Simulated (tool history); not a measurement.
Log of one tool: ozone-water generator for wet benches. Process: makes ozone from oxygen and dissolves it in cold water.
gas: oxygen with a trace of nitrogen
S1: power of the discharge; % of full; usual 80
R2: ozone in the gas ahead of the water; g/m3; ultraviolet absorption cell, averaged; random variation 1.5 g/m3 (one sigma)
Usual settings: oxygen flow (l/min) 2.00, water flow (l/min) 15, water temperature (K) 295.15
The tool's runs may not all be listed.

{"run": 1, "hour": 0.0, "S1": 80, "oxygen flow (l/min)": 2.0, "water flow (l/min)": 15, "water temperature (K)": 295.15, "dissolved ozone (ppm)": 16.9, "R2": 247.8}
{"run": 2, "hour": 68.5, "S1": 78, "oxygen flow (l/min)": 2.0, "water flow (l/min)": 15, "water temperature (K)": 295.15, "dissolved ozone (ppm)": 16.8, "R2": 242.5}
{"run": 3, "hour": 152.9, "S1": 78, "oxygen flow (l/min)": 1.02, "water flow (l/min)": 15, "water temperature (K)": 295.15, "dissolved ozone (ppm)": 12.8, "R2": 313.8}
{"run": 4, "hour": 254.0, "S1": 80, "oxygen flow (l/min)": 2.0, "water flow (l/min)": 15, "water temperature (K)": 295.15, "dissolved ozone (ppm)": 16.7, "R2": 249.4}
{"run": 5, "hour": 344.8, "S1": 55, "oxygen flow (l/min)": 2.0, "water flow (l/min)": 15, "water temperature (K)": 295.15, "dissolved ozone (ppm)": 13.1, "R2": 193.4}
{"run": 6, "hour": 475.7, "S1": 55, "oxygen flow (l/min)": 2.0, "water flow (l/min)": 15, "water temperature (K)": 292.15, "dissolved ozone (ppm)": 13.5, "R2": 189.1}
{"run": 7, "hour": 613.9, "S1": 80, "oxygen flow (l/min)": 2.0, "water flow (l/min)": 15, "water temperature (K)": 295.15, "dissolved ozone (ppm)": 16.3, "R2": 244.0}
{"run": 8, "hour": 680.3, "S1": 80, "oxygen flow (l/min)": 2.0, "water flow (l/min)": 15, "water temperature (K)": 295.15, "dissolved ozone (ppm)": 16.4, "R2": 243.9}
{"run": 9, "hour": 813.1, "S1": 80, "oxygen flow (l/min)": 2.0, "water flow (l/min)": 15, "water temperature (K)": 295.15, "dissolved ozone (ppm)": 16.0, "R2": 243.8}
{"run": 10, "hour": 938.6, "S1": 80, "oxygen flow (l/min)": 1.23, "water flow (l/min)": 15, "water temperature (K)": 295.15, "dissolved ozone (ppm)": 13.6, "R2": 289.6}
{"run": 11, "hour": 1039.6, "S1": 80, "oxygen flow (l/min)": 1.23, "water flow (l/min)": 15, "water temperature (K)": 295.15, "dissolved ozone (ppm)": 14.4, "R2": 289.7}
{"run": 12, "hour": 1114.4, "S1": 80, "oxygen flow (l/min)": 1.23, "water flow (l/min)": 15, "water temperature (K)": 295.15, "dissolved ozone (ppm)": 14.4, "R2": 288.4}
{"run": 13, "hour": 1253.2, "S1": 98, "oxygen flow (l/min)": 2.0, "water flow (l/min)": 15, "water temperature (K)": 295.15, "dissolved ozone (ppm)": 23.5, "R2": 333.8}
{"run": 14, "hour": 1344.9, "S1": 53, "oxygen flow (l/min)": 2.0, "water flow (l/min)": 15, "water temperature (K)": 295.15, "dissolved ozone (ppm)": 14.9, "R2": 209.2}
{"run": 15, "hour": 1420.9, "S1": 53, "oxygen flow (l/min)": 2.0, "water flow (l/min)": 20, "water temperature (K)": 295.15, "dissolved ozone (ppm)": 11.2, "R2": 209.6}
{"run": 16, "hour": 1552.3, "S1": 53, "oxygen flow (l/min)": 2.0, "water flow (l/min)": 20, "water temperature (K)": 295.15, "dissolved ozone (ppm)": 11.1, "R2": 210.3}
{"run": 17, "hour": 1660.3, "S1": 53, "oxygen flow (l/min)": 2.0, "water flow (l/min)": 20, "water temperature (K)": 294.15, "dissolved ozone (ppm)": 11.2, "R2": 208.3}
{"run": 18, "hour": 1759.3, "S1": 72, "oxygen flow (l/min)": 2.0, "water flow (l/min)": 17, "water temperature (K)": 291.15, "dissolved ozone (ppm)": 17.1, "R2": 261.3}
{"run": 19, "hour": 1851.5, "S1": 42, "oxygen flow (l/min)": 2.0, "water flow (l/min)": 15, "water temperature (K)": 303.15, "dissolved ozone (ppm)": 11.2, "R2": 175.4}
{"run": 20, "hour": 1959.0, "S1": 71, "oxygen flow (l/min)": 1.61, "water flow (l/min)": 15, "water temperature (K)": 303.15, "dissolved ozone (ppm)": 15.3, "R2": 277.9}
{"run": 21, "hour": 2025.8, "S1": 71, "oxygen flow (l/min)": 1.61, "water flow (l/min)": 15, "water temperature (K)": 303.15, "dissolved ozone (ppm)": 15.2, "R2": 278.6}
{"run": 22, "hour": 2169.3, "S1": 72, "oxygen flow (l/min)": 3.31, "water flow (l/min)": 15, "water temperature (K)": 295.15, "dissolved ozone (ppm)": 20.0, "R2": 213.3}
{"run": 23, "hour": 2267.9, "S1": 72, "oxygen flow (l/min)": 3.31, "water flow (l/min)": 15, "water temperature (K)": 295.15, "dissolved ozone (ppm)": 20.2, "R2": 214.1}
{"run": 24, "hour": 2395.4, "S1": 80, "oxygen flow (l/min)": 2.0, "water flow (l/min)": 15, "water temperature (K)": 289.15, "dissolved ozone (ppm)": 20.3, "R2": 277.7}
{"run": 25, "hour": 2524.5, "S1": 43, "oxygen flow (l/min)": 2.69, "water flow (l/min)": 22, "water temperature (K)": 295.15, "dissolved ozone (ppm)": 9.2, "R2": 157.2}
{"run": 26, "hour": 2618.0, "S1": 72, "oxygen flow (l/min)": 3.29, "water flow (l/min)": 13, "water temperature (K)": 295.15, "dissolved ozone (ppm)": 21.8, "R2": 212.6}
{"run": 27, "hour": 2693.8, "S1": 40, "oxygen flow (l/min)": 1.18, "water flow (l/min)": 15, "water temperature (K)": 289.15, "dissolved ozone (ppm)": 9.8, "R2": 204.5}
{"run": 28, "hour": 2841.0, "S1": 80, "oxygen flow (l/min)": 3.47, "water flow (l/min)": 15, "water temperature (K)": 297.15, "dissolved ozone (ppm)": 20.6, "R2": 223.5}
{"run": 29, "hour": 2961.4, "S1": 80, "oxygen flow (l/min)": 3.47, "water flow (l/min)": 15, "water temperature (K)": 297.15, "dissolved ozone (ppm)": 20.6, "R2": 224.5}
{"run": 30, "hour": 3046.6, "S1": 80, "oxygen flow (l/min)": 2.83, "water flow (l/min)": 15, "water temperature (K)": 300.15, "dissolved ozone (ppm)": 18.8, "R2": 239.6}
{"run": 31, "hour": 3146.2, "S1": 94, "oxygen flow (l/min)": 1.47, "water flow (l/min)": 10, "water temperature (K)": 292.15, "dissolved ozone (ppm)": 27.5, "R2": 342.8}
{"run": 32, "hour": 3264.0, "S1": 80, "oxygen flow (l/min)": 1.22, "water flow (l/min)": 11, "water temperature (K)": 295.15, "dissolved ozone (ppm)": 20.6, "R2": 326.7}

Not shown: 2 entries that the log had between the listed runs. Between which runs, and how does the tool's hidden state differ before and after?
Between runs 10 and 11: contactor cleaned (hour 986.3)
  yield of the discharge, % of new electrodes': 85.7 -> 85.5; contactor's efficiency, % of a clean one's: 85.6 -> 98
  measured less the result without the state, dissolved ozone (ppm): -3.6 -> -2.9; R2: -53.0 -> -53.9 g/m3
Between runs 12 and 13: electrodes of the discharge changed (hour 1200.0)
  yield of the discharge, % of new electrodes': 85.3 -> 100.2; contactor's efficiency, % of a clean one's: 97.7 -> 97; true water temperature over the reading, C: 0.24 -> 0.25
  measured less the result without the state, dissolved ozone (ppm): -2.9 -> -0.3; R2: -54.4 -> +0.8 g/m3
